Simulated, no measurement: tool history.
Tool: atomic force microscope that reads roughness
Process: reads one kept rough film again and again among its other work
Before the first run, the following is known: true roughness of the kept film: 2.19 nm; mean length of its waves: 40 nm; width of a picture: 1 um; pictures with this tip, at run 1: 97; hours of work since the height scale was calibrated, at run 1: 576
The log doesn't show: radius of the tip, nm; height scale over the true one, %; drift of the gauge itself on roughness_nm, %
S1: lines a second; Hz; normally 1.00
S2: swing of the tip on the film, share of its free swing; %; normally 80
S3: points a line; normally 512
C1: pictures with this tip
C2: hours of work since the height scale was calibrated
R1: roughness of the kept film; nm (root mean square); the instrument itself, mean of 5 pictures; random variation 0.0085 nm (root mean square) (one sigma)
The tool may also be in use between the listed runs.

{"run": 1, "hour": 0.0, "S1": 1.0, "S2": 80, "S3": 512, "C1": 97, "C2": 576, "R1": 1.65}
{"run": 2, "hour": 11.5, "S1": 1.0, "S2": 65, "S3": 512, "C1": 127, "C2": 585, "R1": 1.694}
{"hour": 19.0, "done": "new tip fitted"}
{"run": 3, "hour": 28.0, "S1": 1.0, "S2": 65, "S3": 512, "C1": 23, "C2": 597, "R1": 1.924}
{"run": 4, "hour": 40.7, "S1": 1.0, "S2": 65, "S3": 512, "C1": 56, "C2": 607, "R1": 1.836}
{"run": 5, "hour": 51.4, "S1": 1.0, "S2": 65, "S3": 512, "C1": 84, "C2": 616, "R1": 1.787}
{"run": 6, "hour": 70.7, "S1": 1.0, "S2": 65, "S3": 512, "C1": 134, "C2": 631, "R1": 1.675}
{"hour": 74.3, "done": "new tip fitted"}
{"run": 7, "hour": 90.2, "S1": 1.0, "S2": 65, "S3": 512, "C1": 41, "C2": 646, "R1": 1.884}
{"run": 8, "hour": 105.3, "S1": 1.0, "S2": 65, "S3": 512, "C1": 80, "C2": 657, "R1": 1.779}
{"run": 9, "hour": 122.9, "S1": 1.0, "S2": 65, "S3": 702, "C1": 126, "C2": 671, "R1": 1.708}
{"hour": 129.9, "done": "new tip fitted"}
{"run": 10, "hour": 137.6, "S1": 1.0, "S2": 65, "S3": 702, "C1": 20, "C2": 682, "R1": 1.937}
{"run": 11, "hour": 150.3, "S1": 1.0, "S2": 80, "S3": 512, "C1": 53, "C2": 692, "R1": 1.739}
{"run": 12, "hour": 162.1, "S1": 1.0, "S2": 80, "S3": 512, "C1": 84, "C2": 702, "R1": 1.679}
{"run": 13, "hour": 170.4, "S1": 1.0, "S2": 80, "S3": 512, "C1": 105, "C2": 708, "R1": 1.635}
{"run": 14, "hour": 178.5, "S1": 1.0, "S2": 68, "S3": 512, "C1": 126, "C2": 715, "R1": 1.673}
{"hour": 185.7, "done": "new tip fitted"}
{"run": 15, "hour": 188.0, "S1": 1.0, "S2": 80, "S3": 512, "C1": 6, "C2": 722, "R1": 1.856}
{"run": 16, "hour": 196.8, "S1": 1.0, "S2": 80, "S3": 512, "C1": 29, "C2": 728, "R1": 1.82}
{"run": 17, "hour": 208.3, "S1": 1.0, "S2": 80, "S3": 402, "C1": 59, "C2": 737, "R1": 1.748}
{"run": 18, "hour": 221.8, "S1": 1.0, "S2": 80, "S3": 549, "C1": 94, "C2": 748, "R1": 1.674}
{"run": 19, "hour": 240.2, "S1": 1.0, "S2": 80, "S3": 549, "C1": 141, "C2": 762, "R1": 1.576}
{"hour": 242.4, "done": "new tip fitted"}
{"run": 20, "hour": 251.0, "S1": 1.0, "S2": 80, "S3": 620, "C1": 22, "C2": 771, "R1": 1.815}
{"run": 21, "hour": 266.4, "S1": 1.08, "S2": 65, "S3": 859, "C1": 62, "C2": 783, "R1": 1.829}
{"run": 22, "hour": 274.9, "S1": 3.38, "S2": 85, "S3": 859, "C1": 84, "C2": 789, "R1": 1.264}
{"run": 23, "hour": 292.3, "S1": 3.38, "S2": 85, "S3": 859, "C1": 129, "C2": 803, "R1": 1.219}
{"hour": 298.6, "done": "new tip fitted"}
{"run": 24, "hour": 305.8, "S1": 0.84, "S2": 73, "S3": 969, "C1": 18, "C2": 813, "R1": 1.902}
{"run": 25, "hour": 314.3, "S1": 0.84, "S2": 73, "S3": 290, "C1": 40, "C2": 820, "R1": 1.852}
{"run": 26, "hour": 323.4, "S1": 1.88, "S2": 80, "S3": 450, "C1": 64, "C2": 827, "R1": 1.595}
{"run": 27, "hour": 332.5, "S1": 0.53, "S2": 58, "S3": 539, "C1": 87, "C2": 834, "R1": 1.835}
{"run": 28, "hour": 346.3, "S1": 0.53, "S2": 58, "S3": 539, "C1": 123, "C2": 845, "R1": 1.763}
{"hour": 354.7, "done": "new tip fitted"}
{"run": 29, "hour": 357.4, "S1": 0.58, "S2": 69, "S3": 335, "C1": 7, "C2": 853, "R1": 1.965}
{"run": 30, "hour": 368.4, "S1": 3.41, "S2": 56, "S3": 512, "C1": 35, "C2": 862, "R1": 1.824}
{"run": 31, "hour": 386.1, "S1": 1.19, "S2": 71, "S3": 264, "C1": 81, "C2": 876, "R1": 1.72}
{"run": 32, "hour": 396.0, "S1": 1.19, "S2": 71, "S3": 264, "C1": 106, "C2": 883, "R1": 1.654}
{"hour": 410.9, "done": "new tip fitted"}
{"run": 33, "hour": 414.6, "S1": 1.9, "S2": 82, "S3": 374, "C1": 9, "C2": 898, "R1": 1.666}
{"run": 34, "hour": 426.4, "S1": 0.84, "S2": 82, "S3": 494, "C1": 40, "C2": 907, "R1": 1.801}
{"run": 35, "hour": 434.9, "S1": 0.76, "S2": 66, "S3": 1018, "C1": 62, "C2": 914, "R1": 1.853}
{"run": 36, "hour": 445.5, "S1": 1.63, "S2": 80, "S3": 512, "C1": 89, "C2": 922, "R1": 1.579}
{"run": 37, "hour": 462.0, "S1": 3.55, "S2": 83, "S3": 512, "C1": 132, "C2": 935, "R1": 1.214}
{"hour": 466.4, "done": "new tip fitted"}
{"run": 38, "hour": 473.5, "S1": 3.03, "S2": 66, "S3": 998, "C1": 18, "C2": 943, "R1": 1.757}
{"run": 39, "hour": 483.8, "S1": 1.0, "S2": 85, "S3": 793, "C1": 45, "C2": 951, "R1": 1.735}

Hidden state at the last listed run before each entry between runs and at the first one after, where it differs:
After run 2, before run 3: new tip fitted (hour 19.0)
  radius of the tip, nm: 43.6 -> 16; height scale over the true one, %: 0.23 -> 0.24
  measured result minus the result with no hidden state, R1: -0.286 -> -0.054 nm (root mean square)
After run 6, before run 7: new tip fitted (hour 74.3)
  radius of the tip, nm: 45.4 -> 21.4; height scale over the true one, %: 0.25 -> 0.26
  measured result minus the result with no hidden state, R1: -0.299 -> -0.105 nm (root mean square)
After run 9, before run 10: new tip fitted (hour 129.9)
  radius of the tip, nm: 43.1 -> 15.9; height scale over the true one, %: 0.27 -> 0.28
  measured result minus the result with no hidden state, R1: -0.284 -> -0.053 nm (root mean square)
After run 14, before run 15: new tip fitted (hour 185.7)
  radius of the tip, nm: 44.2 -> 11.8
  measured result minus the result with no hidden state, R1: -0.288 -> -0.012 nm (root mean square)
After run 19, before run 20: new tip fitted (hour 242.4)
  radius of the tip, nm: 47.3 -> 16.5
  measured result minus the result with no hidden state, R1: -0.296 -> -0.055 nm (root mean square)
After run 23, before run 24: new tip fitted (hour 298.6)
  radius of the tip, nm: 45.1 -> 15.9
  measured result minus the result with no hidden state, R1: -0.215 -> -0.051 nm (root mean square)
After run 28, before run 29: new tip fitted (hour 354.7)
  radius of the tip, nm: 42.2 -> 12.5
  measured result minus the result with no hidden state, R1: -0.284 -> -0.018 nm (root mean square)
After run 32, before run 33: new tip fitted (hour 410.9)
  radius of the tip, nm: 39.7 -> 13; height scale over the true one, %: 0.38 -> 0.39
  measured result minus the result with no hidden state, R1: -0.246 -> -0.019 nm (root mean square)
After run 37, before run 38: new tip fitted (hour 466.4)
  radius of the tip, nm: 44.9 -> 15.3; height scale over the true one, %: 0.4 -> 0.41
  measured result minus the result with no hidden state, R1: -0.212 -> -0.040 nm (root mean square)
